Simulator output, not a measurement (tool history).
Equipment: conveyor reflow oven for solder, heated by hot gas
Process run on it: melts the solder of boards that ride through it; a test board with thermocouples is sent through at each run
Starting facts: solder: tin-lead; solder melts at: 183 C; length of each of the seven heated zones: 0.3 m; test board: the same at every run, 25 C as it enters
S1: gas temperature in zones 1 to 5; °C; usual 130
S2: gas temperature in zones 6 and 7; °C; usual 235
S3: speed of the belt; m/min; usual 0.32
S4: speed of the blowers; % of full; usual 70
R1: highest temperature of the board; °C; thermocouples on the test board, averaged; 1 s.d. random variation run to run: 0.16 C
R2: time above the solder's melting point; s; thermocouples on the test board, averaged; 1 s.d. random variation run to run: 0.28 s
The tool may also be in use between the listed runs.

run,hour,S1,S2,S3,S4,R1,R2
1,0,130,235,0.32,70,218,82.4
2,9.5,130,235,0.32,70,217.9,81.9
3,17.2,130,235,0.32,70,218.1,81.3
4,25.6,130,235,0.32,70,217.9,82.6
5,30.1,130,235,0.32,70,218.3,82.1
6,41.4,137,243,0.371,72,221.3,75.8
7,47.1,137,243,0.371,72,221.2,76.4
8,54.6,137,243,0.371,72,221.4,75.3
9,63.2,137,243,0.371,72,221.5,75.5
10,71.8,118,232,0.332,72,212.7,66.7

Below are 4 alternative next runs, each starting from the tool's condition after run 10. Predict each:
# hour 79.3: flux residue cleaned out of gas plates and filters
A,86.5,130,249,0.32,57,?,?
# hour 79.3: flux residue cleaned out of gas plates and filters
B,86.5,118,248,0.332,62,?,?
# hour 79.3: flux residue cleaned out of gas plates and filters
C,86.5,130,238,0.32,70,?,?
# hour 79.3: flux residue cleaned out of gas plates and filters
D,86.5,118,244,0.332,72,?,?

run,R1,R2
A,227,90.2
B,224.5,79.8
C,221.8,85.6
D,224.4,80.6
Stripped of hidden state, with their random variation kept, the same runs would have yielded:
run,R1,R2
A,226.7,89.3
B,224.2,78.9
C,221.6,84.7
D,224.1,79.8
